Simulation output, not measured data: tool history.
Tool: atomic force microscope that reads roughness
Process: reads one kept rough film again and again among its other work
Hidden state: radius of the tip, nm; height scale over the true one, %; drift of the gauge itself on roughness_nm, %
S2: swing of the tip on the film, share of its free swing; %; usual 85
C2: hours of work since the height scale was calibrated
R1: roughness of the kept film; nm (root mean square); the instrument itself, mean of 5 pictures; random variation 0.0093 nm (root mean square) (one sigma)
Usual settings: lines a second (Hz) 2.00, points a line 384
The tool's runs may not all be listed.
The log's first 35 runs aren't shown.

run 36 hour=1146.8 | lines_a_second_(Hz)=2.72 S2=64 points_a_line=302 | pictures_with_this_tip=226 C2=654 | R1=2.101
run 37 hour=1178.4 | lines_a_second_(Hz)=2.72 S2=64 points_a_line=302 | pictures_with_this_tip=256 C2=669 | R1=2.070
run 38 hour=1207.9 | lines_a_second_(Hz)=2.72 S2=64 points_a_line=302 | pictures_with_this_tip=284 C2=683 | R1=2.053
-- hour=1215.6 new tip fitted
run 39 hour=1227.8 | lines_a_second_(Hz)=1.35 S2=89 points_a_line=384 | pictures_with_this_tip=12 C2=692 | R1=2.118
run 40 hour=1269.5 | lines_a_second_(Hz)=1.76 S2=71 points_a_line=345 | pictures_with_this_tip=52 C2=712 | R1=2.277
run 41 hour=1309.1 | lines_a_second_(Hz)=1.76 S2=72 points_a_line=996 | pictures_with_this_tip=89 C2=731 | R1=2.217
run 42 hour=1356.0 | lines_a_second_(Hz)=3.16 S2=80 points_a_line=944 | pictures_with_this_tip=134 C2=754 | R1=1.821
run 43 hour=1381.0 | lines_a_second_(Hz)=3.16 S2=80 points_a_line=944 | pictures_with_this_tip=158 C2=766 | R1=1.802
run 44 hour=1418.7 | lines_a_second_(Hz)=2.34 S2=80 points_a_line=831 | pictures_with_this_tip=194 C2=784 | R1=1.909
run 45 hour=1458.4 | lines_a_second_(Hz)=2.00 S2=66 points_a_line=384 | pictures_with_this_tip=232 C2=803 | R1=2.132
run 46 hour=1486.5 | lines_a_second_(Hz)=3.16 S2=79 points_a_line=331 | pictures_with_this_tip=259 C2=816 | R1=1.731

Forecast each of these 3 alternatives for the next run:
-- hour=1520.0 new tip fitted
run A hour=1532.3 | lines_a_second_(Hz)=2.00 S2=60 points_a_line=270 | pictures_with_this_tip=11 C2=838 | R1=?
-- hour=1520.0 new tip fitted
run B hour=1532.3 | lines_a_second_(Hz)=0.69 S2=63 points_a_line=384 | pictures_with_this_tip=11 C2=838 | R1=?
-- hour=1520.0 new tip fitted
run C hour=1532.3 | lines_a_second_(Hz)=0.77 S2=79 points_a_line=587 | pictures_with_this_tip=11 C2=838 | R1=?

run=A R1=2.446
run=B R1=2.545
run=C R1=2.427
Without the tool's hidden state the same runs would have given:
run=A R1=2.506
run=B R1=2.608
run=C R1=2.486

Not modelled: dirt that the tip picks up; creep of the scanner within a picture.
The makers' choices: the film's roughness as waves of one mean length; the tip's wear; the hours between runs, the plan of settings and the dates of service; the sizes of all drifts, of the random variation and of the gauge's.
